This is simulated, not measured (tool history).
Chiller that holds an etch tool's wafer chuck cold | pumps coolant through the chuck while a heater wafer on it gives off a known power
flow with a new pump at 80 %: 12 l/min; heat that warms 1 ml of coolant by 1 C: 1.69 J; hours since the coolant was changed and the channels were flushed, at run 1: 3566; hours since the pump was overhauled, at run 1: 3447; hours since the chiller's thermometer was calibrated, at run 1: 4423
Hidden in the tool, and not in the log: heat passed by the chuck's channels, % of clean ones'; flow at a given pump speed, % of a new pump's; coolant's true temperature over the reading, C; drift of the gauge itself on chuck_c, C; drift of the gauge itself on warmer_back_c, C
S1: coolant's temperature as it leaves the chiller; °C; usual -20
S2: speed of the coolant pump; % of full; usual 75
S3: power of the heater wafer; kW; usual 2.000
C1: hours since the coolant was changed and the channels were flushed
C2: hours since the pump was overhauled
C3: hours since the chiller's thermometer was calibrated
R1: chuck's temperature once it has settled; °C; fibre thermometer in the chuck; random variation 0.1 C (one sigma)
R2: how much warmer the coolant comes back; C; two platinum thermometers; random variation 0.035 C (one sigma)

| run | hour | S1 | S2 | S3 | C1 | C2 | C3 | R1 | R2 |
|---|---|---|---|---|---|---|---|---|---|
| 1 | 0.0 | -20 | 75 | 2.000 | 3566 | 3447 | 4423 | 2.3 | 6.65 |
| 2 | 55.8 | -20 | 75 | 2.000 | 3622 | 3503 | 4479 | 2.3 | 6.64 |
| 3 | 134.6 | -20 | 75 | 2.000 | 3700 | 3582 | 4557 | 2.4 | 6.65 |
| 4 | 183.9 | -20 | 75 | 2.000 | 3750 | 3631 | 4607 | 2.3 | 6.63 |
| 5 | 276.3 | -20 | 75 | 2.000 | 3842 | 3723 | 4699 | 2.4 | 6.60 |
|  | 332.9 | chiller's thermometer calibrated |
| 6 | 368.1 | -20 | 75 | 2.000 | 3933 | 3814 | 35 | 2.3 | 6.62 |
| 7 | 425.1 | -20 | 75 | 2.134 | 3990 | 3871 | 92 | 4.1 | 7.15 |
| 8 | 495.2 | -20 | 75 | 2.134 | 4060 | 3941 | 162 | 4.1 | 7.11 |
| 9 | 595.2 | -20 | 75 | 2.134 | 4160 | 4041 | 262 | 4.1 | 7.23 |
| 10 | 639.9 | -20 | 75 | 2.000 | 4205 | 4086 | 307 | 2.5 | 6.70 |
| 11 | 710.8 | -20 | 75 | 2.000 | 4276 | 4157 | 378 | 2.6 | 6.70 |
| 12 | 779.0 | -20 | 99 | 2.000 | 4344 | 4225 | 446 | -1.3 | 5.03 |
| 13 | 877.0 | -20 | 99 | 2.000 | 4442 | 4323 | 544 | -1.5 | 5.06 |
|  | 897.0 | chiller's thermometer calibrated, once more |
| 14 | 975.7 | -20 | 99 | 2.000 | 4540 | 4421 | 79 | -0.8 | 4.97 |
| 15 | 1039.3 | -20 | 99 | 2.000 | 4603 | 4484 | 142 | -1.1 | 5.08 |
| 16 | 1102.1 | -20 | 99 | 2.000 | 4666 | 4547 | 205 | -0.9 | 5.06 |
| 17 | 1196.2 | -19 | 74 | 1.339 | 4760 | 4641 | 299 | -3.4 | 4.62 |
| 18 | 1285.3 | -20 | 75 | 2.032 | 4849 | 4730 | 388 | 3.6 | 6.82 |
| 19 | 1356.6 | -20 | 75 | 2.032 | 4920 | 4802 | 460 | 3.8 | 6.82 |
| 20 | 1436.9 | -17 | 62 | 1.074 | 5001 | 4882 | 540 | -2.7 | 4.40 |
| 21 | 1521.9 | -17 | 71 | 1.171 | 5086 | 4967 | 625 | -2.6 | 4.18 |
| 22 | 1576.4 | -17 | 71 | 1.171 | 5140 | 5021 | 679 | -2.8 | 4.17 |
|  | 1599.7 | coolant changed, channels flushed |
| 23 | 1656.0 | -20 | 66 | 1.992 | 56 | 5095 | 753 | 3.4 | 7.73 |
| 24 | 1700.5 | -22 | 64 | 2.000 | 101 | 5140 | 798 | 2.1 | 7.96 |
| 25 | 1768.6 | -22 | 64 | 2.000 | 169 | 5208 | 866 | 1.8 | 7.96 |
| 26 | 1855.9 | -22 | 64 | 2.000 | 256 | 5295 | 953 | 2.1 | 7.98 |
| 27 | 1934.8 | -28 | 87 | 2.000 | 335 | 5374 | 1032 | -8.7 | 5.86 |
| 28 | 2015.9 | -28 | 87 | 2.000 | 416 | 5455 | 1113 | -8.6 | 5.86 |
| 29 | 2114.0 | -20 | 68 | 1.939 | 514 | 5553 | 1211 | 2.5 | 7.35 |
| 30 | 2177.7 | -20 | 75 | 2.074 | 578 | 5617 | 1275 | 2.4 | 7.03 |
| 31 | 2246.9 | -25 | 62 | 2.367 | 647 | 5686 | 1344 | 4.4 | 9.84 |
| 32 | 2324.3 | -25 | 62 | 2.367 | 725 | 5763 | 1421 | 4.5 | 9.86 |

Hidden state or all else? Some run-to-run changes of R1, split into what the settings, what came in and random variation would give without the hidden state, and what is left for the hidden state (with any gauge scatter that isn't in both results):
Run 17 -> 18: S1 -19 -> -20, S2 74 -> 75, S3 1.339 -> 2.032. R1 +7.0 °C: hidden state +1.1, all else +5.9.
Run 19 -> 20: S1 -20 -> -17, S2 75 -> 62, S3 2.032 -> 1.074. R1 -6.5 °C: hidden state -1.1, all else -5.4.
Run 22 -> 23: S1 -17 -> -20, S2 71 -> 66, S3 1.171 -> 1.992, coolant changed, channels flushed. R1 +6.2 °C: hidden state -0.8, all else +7.0.
Run 26 -> 27: S1 -22 -> -28, S2 64 -> 87. R1 -10.8 °C: hidden state -0.2, all else -10.6.
Run 28 -> 29: S1 -28 -> -20, S2 87 -> 68, S3 2.000 -> 1.939. R1 +11.1 °C: hidden state +0.3, all else +10.8.

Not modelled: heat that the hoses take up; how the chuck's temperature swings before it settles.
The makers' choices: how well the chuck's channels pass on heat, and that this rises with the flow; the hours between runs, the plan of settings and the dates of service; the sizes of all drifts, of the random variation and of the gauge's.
